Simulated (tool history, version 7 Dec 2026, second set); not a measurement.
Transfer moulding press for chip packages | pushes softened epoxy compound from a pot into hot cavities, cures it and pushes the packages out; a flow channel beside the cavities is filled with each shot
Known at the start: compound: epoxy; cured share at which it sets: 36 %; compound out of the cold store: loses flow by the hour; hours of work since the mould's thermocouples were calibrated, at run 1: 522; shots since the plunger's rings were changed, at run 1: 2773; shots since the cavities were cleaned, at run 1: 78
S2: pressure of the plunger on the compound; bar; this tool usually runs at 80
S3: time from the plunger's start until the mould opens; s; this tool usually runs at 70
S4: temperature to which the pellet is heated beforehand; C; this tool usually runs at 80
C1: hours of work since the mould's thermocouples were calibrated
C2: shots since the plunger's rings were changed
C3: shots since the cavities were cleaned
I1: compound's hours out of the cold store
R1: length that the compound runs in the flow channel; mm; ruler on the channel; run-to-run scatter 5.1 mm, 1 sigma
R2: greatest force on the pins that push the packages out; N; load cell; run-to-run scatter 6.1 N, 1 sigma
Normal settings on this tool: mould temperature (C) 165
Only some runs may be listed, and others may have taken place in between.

Run 1, day 0: usual settings; C1 522; C2 2773; C3 78; I1 14.2. Result: R1 632 mm, R2 259 N.
At day 0.758: plunger's sealing rings changed.
Run 2, day 1.212: usual settings; C1 537; C2 156; C3 457; I1 23.5. Result: R1 639 mm, R2 347 N.
Run 3, day 2.45: usual settings; C1 553; C2 578; C3 879; I1 10.6. Result: R1 659 mm, R2 402 N.
At day 3.158: cavities cleaned with cleaning compound and waxed.
Run 4, day 4.3: usual settings but S4 88 C; C1 577; C2 1188; C3 389; I1 46. Result: R1 568 mm, R2 332 N.
At day 6.429: cavities cleaned with cleaning compound and waxed.
Run 5, day 6.633: usual settings but S4 88 C; C1 608; C2 1964; C3 70; I1 44. Result: R1 565 mm, R2 244 N.
Run 6, day 8.842: usual settings but mould temperature (C) 157, S2 82.9 bar, S3 72 s, S4 71 C; C1 637; C2 2718; C3 824; I1 47.8. Result: R1 579 mm, R2 594 N.
At day 9.767: plunger's sealing rings changed.
At day 9.829: cavities cleaned with cleaning compound and waxed.
Run 7, day 10.025: usual settings but mould temperature (C) 157, S2 82.9 bar, S3 72 s, S4 71 C; C1 651; C2 66; C3 66; I1 20.4. Result: R1 681 mm, R2 425 N.
Run 8, day 11.704: usual settings but mould temperature (C) 157, S2 82.9 bar, S3 72 s, S4 77 C; C1 673; C2 641; C3 641; I1 18.9. Result: R1 665 mm, R2 586 N.
Run 9, day 12.838: usual settings but mould temperature (C) 157, S2 90 bar, S3 72 s, S4 77 C; C1 689; C2 1028; C3 1028; I1 19.8. Result: R1 688 mm, R2 672 N.
At day 13.2: cavities cleaned with cleaning compound and waxed.
Run 10, day 14.679: usual settings but mould temperature (C) 163, S2 74.9 bar, S3 59 s, S4 88 C; C1 712; C2 1634; C3 504; I1 16.4. Result: R1 625 mm, R2 547 N.

A few steps of R1 between consecutive runs. Split each: what settings, incoming material and random variation would produce without the hidden state, and what is left over for the hidden state, along with gauge scatter present in only one of the two compared results (measured, and without hidden state):
Hidden state present: true mould temperature over the reading, C; pressure that reaches the compound, % of what is set; grip of the stained cavities, % over clean ones'; drift of the gauge itself on flow_mm, %; drift of the gauge itself on push_out_n, %.
Run 6 -> 7: plunger's sealing rings changed, cavities cleaned with cleaning compound and waxed. R1 +102 mm: hidden state +34, all else +68.

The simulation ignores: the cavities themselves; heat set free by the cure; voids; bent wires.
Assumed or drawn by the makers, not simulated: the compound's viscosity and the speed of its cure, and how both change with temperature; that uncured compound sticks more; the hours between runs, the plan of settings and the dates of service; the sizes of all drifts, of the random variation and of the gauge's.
